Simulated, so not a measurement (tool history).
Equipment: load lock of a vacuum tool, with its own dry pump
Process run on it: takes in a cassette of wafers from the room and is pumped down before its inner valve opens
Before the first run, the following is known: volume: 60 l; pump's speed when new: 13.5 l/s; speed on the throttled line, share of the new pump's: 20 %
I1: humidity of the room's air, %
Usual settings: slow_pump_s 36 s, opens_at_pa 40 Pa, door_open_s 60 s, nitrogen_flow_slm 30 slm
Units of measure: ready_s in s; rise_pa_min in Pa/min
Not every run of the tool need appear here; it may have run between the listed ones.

run 1 hour=0.0 | slow_pump_s=36 opens_at_pa=40 door_open_s=60 nitrogen_flow_slm=30 | I1=43.6 | ready_s=64.8 rise_pa_min=0.034
run 2 hour=239.7 | slow_pump_s=29 opens_at_pa=40 door_open_s=60 nitrogen_flow_slm=30 | I1=41.4 | ready_s=59.5 rise_pa_min=0.034
run 3 hour=430.4 | slow_pump_s=36 opens_at_pa=40 door_open_s=60 nitrogen_flow_slm=4 | I1=44.4 | ready_s=65.6 rise_pa_min=0.073
run 4 hour=712.6 | slow_pump_s=36 opens_at_pa=40 door_open_s=60 nitrogen_flow_slm=4 | I1=49.4 | ready_s=64.9 rise_pa_min=0.078
run 5 hour=950.1 | slow_pump_s=36 opens_at_pa=40 door_open_s=60 nitrogen_flow_slm=4 | I1=49.3 | ready_s=64.9 rise_pa_min=0.078
run 6 hour=1316.2 | slow_pump_s=36 opens_at_pa=40 door_open_s=60 nitrogen_flow_slm=4 | I1=43.9 | ready_s=65.4 rise_pa_min=0.077
run 7 hour=1621.7 | slow_pump_s=36 opens_at_pa=40 door_open_s=60 nitrogen_flow_slm=30 | I1=42.8 | ready_s=66.1 rise_pa_min=0.049
run 8 hour=1934.7 | slow_pump_s=36 opens_at_pa=40 door_open_s=60 nitrogen_flow_slm=30 | I1=46.8 | ready_s=65.4 rise_pa_min=0.049
run 9 hour=2157.4 | slow_pump_s=36 opens_at_pa=40 door_open_s=60 nitrogen_flow_slm=30 | I1=45.4 | ready_s=66.4 rise_pa_min=0.056
run 10 hour=2473.4 | slow_pump_s=36 opens_at_pa=40 door_open_s=60 nitrogen_flow_slm=30 | I1=46.9 | ready_s=66.1 rise_pa_min=0.056
run 11 hour=2710.1 | slow_pump_s=36 opens_at_pa=40 door_open_s=60 nitrogen_flow_slm=30 | I1=47.5 | ready_s=66.2 rise_pa_min=0.056
run 12 hour=3035.9 | slow_pump_s=20 opens_at_pa=40 door_open_s=60 nitrogen_flow_slm=30 | I1=45.4 | ready_s=53.6 rise_pa_min=0.067
run 13 hour=3207.1 | slow_pump_s=31 opens_at_pa=52 door_open_s=184 nitrogen_flow_slm=15 | I1=47.1 | ready_s=61.2 rise_pa_min=0.111
run 14 hour=3466.5 | slow_pump_s=21 opens_at_pa=40 door_open_s=45 nitrogen_flow_slm=7 | I1=46.1 | ready_s=55.3 rise_pa_min=0.086
run 15 hour=3636.1 | slow_pump_s=47 opens_at_pa=40 door_open_s=57 nitrogen_flow_slm=30 | I1=48.2 | ready_s=75.4 rise_pa_min=0.072
run 16 hour=3840.9 | slow_pump_s=47 opens_at_pa=40 door_open_s=57 nitrogen_flow_slm=30 | I1=47.6 | ready_s=75.4 rise_pa_min=0.068
run 17 hour=4211.7 | slow_pump_s=47 opens_at_pa=40 door_open_s=57 nitrogen_flow_slm=30 | I1=47.7 | ready_s=75.9 rise_pa_min=0.077
run 18 hour=4479.0 | slow_pump_s=20 opens_at_pa=37 door_open_s=230 nitrogen_flow_slm=30 | I1=45.9 | ready_s=55.0 rise_pa_min=0.100
run 19 hour=4711.4 | slow_pump_s=20 opens_at_pa=37 door_open_s=230 nitrogen_flow_slm=30 | I1=46.7 | ready_s=55.7 rise_pa_min=0.106
run 20 hour=5006.4 | slow_pump_s=20 opens_at_pa=37 door_open_s=230 nitrogen_flow_slm=30 | I1=47.0 | ready_s=55.7 rise_pa_min=0.107
run 21 hour=5224.5 | slow_pump_s=71 opens_at_pa=37 door_open_s=97 nitrogen_flow_slm=30 | I1=43.5 | ready_s=94.7 rise_pa_min=0.100
run 22 hour=5523.3 | slow_pump_s=65 opens_at_pa=35 door_open_s=78 nitrogen_flow_slm=12 | I1=47.2 | ready_s=89.1 rise_pa_min=0.114

Forecast each of these 5 alternatives for the next run:
run A hour=5692.9 | slow_pump_s=65 opens_at_pa=31 door_open_s=78 nitrogen_flow_slm=33 | I1=46.3 | ready_s=? rise_pa_min=?
run B hour=5692.9 | slow_pump_s=65 opens_at_pa=37 door_open_s=78 nitrogen_flow_slm=6 | I1=43.1 | ready_s=? rise_pa_min=?
run C hour=5692.9 | slow_pump_s=34 opens_at_pa=35 door_open_s=78 nitrogen_flow_slm=12 | I1=44.9 | ready_s=? rise_pa_min=?
run D hour=5692.9 | slow_pump_s=23 opens_at_pa=62 door_open_s=60 nitrogen_flow_slm=26 | I1=47.1 | ready_s=? rise_pa_min=?
run E hour=5692.9 | slow_pump_s=36 opens_at_pa=77 door_open_s=60 nitrogen_flow_slm=30 | I1=45.2 | ready_s=? rise_pa_min=?

run=A ready_s=91.0 rise_pa_min=0.094
run=B ready_s=91.0 rise_pa_min=0.124
run=C ready_s=66.8 rise_pa_min=0.105
run=D ready_s=56.4 rise_pa_min=0.093
run=E ready_s=64.2 rise_pa_min=0.095
Take away the tool's hidden state, keep each run's random variation, and the runs would have read:
run=A ready_s=87.6 rise_pa_min=0.021
run=B ready_s=87.7 rise_pa_min=0.052
run=C ready_s=62.7 rise_pa_min=0.033
run=D ready_s=52.3 rise_pa_min=0.020
run=E ready_s=60.7 rise_pa_min=0.021

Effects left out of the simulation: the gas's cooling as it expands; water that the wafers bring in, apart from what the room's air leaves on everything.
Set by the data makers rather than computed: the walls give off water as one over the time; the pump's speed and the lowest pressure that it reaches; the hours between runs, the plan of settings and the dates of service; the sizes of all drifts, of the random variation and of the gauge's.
